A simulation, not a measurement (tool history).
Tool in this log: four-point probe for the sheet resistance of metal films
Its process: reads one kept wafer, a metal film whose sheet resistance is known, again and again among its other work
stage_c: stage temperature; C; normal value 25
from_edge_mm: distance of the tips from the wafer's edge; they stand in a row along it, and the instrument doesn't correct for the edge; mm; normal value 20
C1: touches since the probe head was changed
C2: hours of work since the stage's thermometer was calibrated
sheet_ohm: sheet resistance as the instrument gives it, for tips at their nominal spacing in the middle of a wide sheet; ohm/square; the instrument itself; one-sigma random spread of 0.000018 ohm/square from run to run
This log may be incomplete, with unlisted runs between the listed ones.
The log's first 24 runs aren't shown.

Run 25, hour 1239.8: usual settings but stage_c 24 C, from_edge_mm 46 mm; C1 86304; C2 177. Result: sheet_ohm 0.090446 ohm/square.
Run 26, hour 1311.1: usual settings but stage_c 34 C, from_edge_mm 28 mm; C1 89628; C2 231. Result: sheet_ohm 0.090814 ohm/square.
Run 27, hour 1376.3: usual settings but stage_c 18 C, from_edge_mm 7 mm; C1 92670; C2 280. Result: sheet_ohm 0.091896 ohm/square.
Run 28, hour 1406.8: usual settings but from_edge_mm 18 mm; C1 94096; C2 304. Result: sheet_ohm 0.090741 ohm/square.
Run 29, hour 1454.4: usual settings but stage_c 28 C, from_edge_mm 18 mm; C1 96314; C2 340. Result: sheet_ohm 0.090883 ohm/square.
Run 30, hour 1510.2: usual settings but stage_c 28 C, from_edge_mm 27 mm; C1 98920; C2 382. Result: sheet_ohm 0.090704 ohm/square.
Run 31, hour 1556.1: usual settings but stage_c 26 C, from_edge_mm 5 mm; C1 101061; C2 417. Result: sheet_ohm 0.093577 ohm/square.
Run 32, hour 1613: usual settings but from_edge_mm 30 mm; C1 103719; C2 460. Result: sheet_ohm 0.090616 ohm/square.
Run 33, hour 1649.4: usual settings but from_edge_mm 30 mm; C1 105415; C2 488. Result: sheet_ohm 0.090655 ohm/square.
Run 34, hour 1717.3: usual settings but stage_c 31 C, from_edge_mm 3 mm; C1 108582; C2 539. Result: sheet_ohm 0.098666 ohm/square.
Run 35, hour 1756.4: usual settings but stage_c 31 C, from_edge_mm 3 mm; C1 110410; C2 569. Result: sheet_ohm 0.098662 ohm/square.
Run 36, hour 1807.3: usual settings but stage_c 31 C, from_edge_mm 3 mm; C1 112781; C2 608. Result: sheet_ohm 0.098652 ohm/square.
Run 37, hour 1858.2: usual settings but stage_c 31 C, from_edge_mm 26 mm; C1 115158; C2 646. Result: sheet_ohm 0.09088 ohm/square.
Run 38, hour 1889: usual settings but stage_c 31 C, from_edge_mm 26 mm; C1 116596; C2 670. Result: sheet_ohm 0.090887 ohm/square.
Run 39, hour 1928: usual settings but stage_c 23 C, from_edge_mm 29 mm; C1 118417; C2 699. Result: sheet_ohm 0.090629 ohm/square.
Run 40, hour 1997.7: usual settings but stage_c 30 C, from_edge_mm 37 mm; C1 121668; C2 752. Result: sheet_ohm 0.090838 ohm/square.
Run 41, hour 2041.5: usual settings but stage_c 20 C, from_edge_mm 37 mm; C1 123711; C2 785. Result: sheet_ohm 0.090534 ohm/square.
Run 42, hour 2111.7: usual settings but stage_c 20 C, from_edge_mm 37 mm; C1 126986; C2 839. Result: sheet_ohm 0.090535 ohm/square.
Run 43, hour 2171.2: usual settings but stage_c 20 C, from_edge_mm 37 mm; C1 129765; C2 884. Result: sheet_ohm 0.090547 ohm/square.
Run 44, hour 2218.5: usual settings but stage_c 20 C, from_edge_mm 37 mm; C1 131968; C2 920. Result: sheet_ohm 0.090592 ohm/square.
Run 45, hour 2256.7: usual settings but stage_c 20 C, from_edge_mm 37 mm; C1 133754; C2 949. Result: sheet_ohm 0.090596 ohm/square.

4 options for the next run, each taken on its own from the tool as it stands now. Forecast them:
Run A, hour 2319.9: usual settings but stage_c 26 C, from_edge_mm 10 mm; C1 136700; C2 997. Result: sheet_ohm ?.
Run B, hour 2319.9: usual settings but stage_c 24 C, from_edge_mm 5 mm; C1 136700; C2 997. Result: sheet_ohm ?.
Run C, hour 2319.9: usual settings but stage_c 20 C, from_edge_mm 66 mm; C1 136700; C2 997. Result: sheet_ohm ?.
Run D, hour 2319.9: usual settings but stage_c 34 C, from_edge_mm 25 mm; C1 136700; C2 997. Result: sheet_ohm ?.

run  sheet_ohm
  A   0.091509
  B    0.09369
  C   0.090585
  D   0.091028
The same runs, with their run-to-run variation unchanged, on a tool lacking any hidden condition would have given:
run  sheet_ohm
  A   0.090263
  B   0.092418
  C   0.089354
  D   0.089784

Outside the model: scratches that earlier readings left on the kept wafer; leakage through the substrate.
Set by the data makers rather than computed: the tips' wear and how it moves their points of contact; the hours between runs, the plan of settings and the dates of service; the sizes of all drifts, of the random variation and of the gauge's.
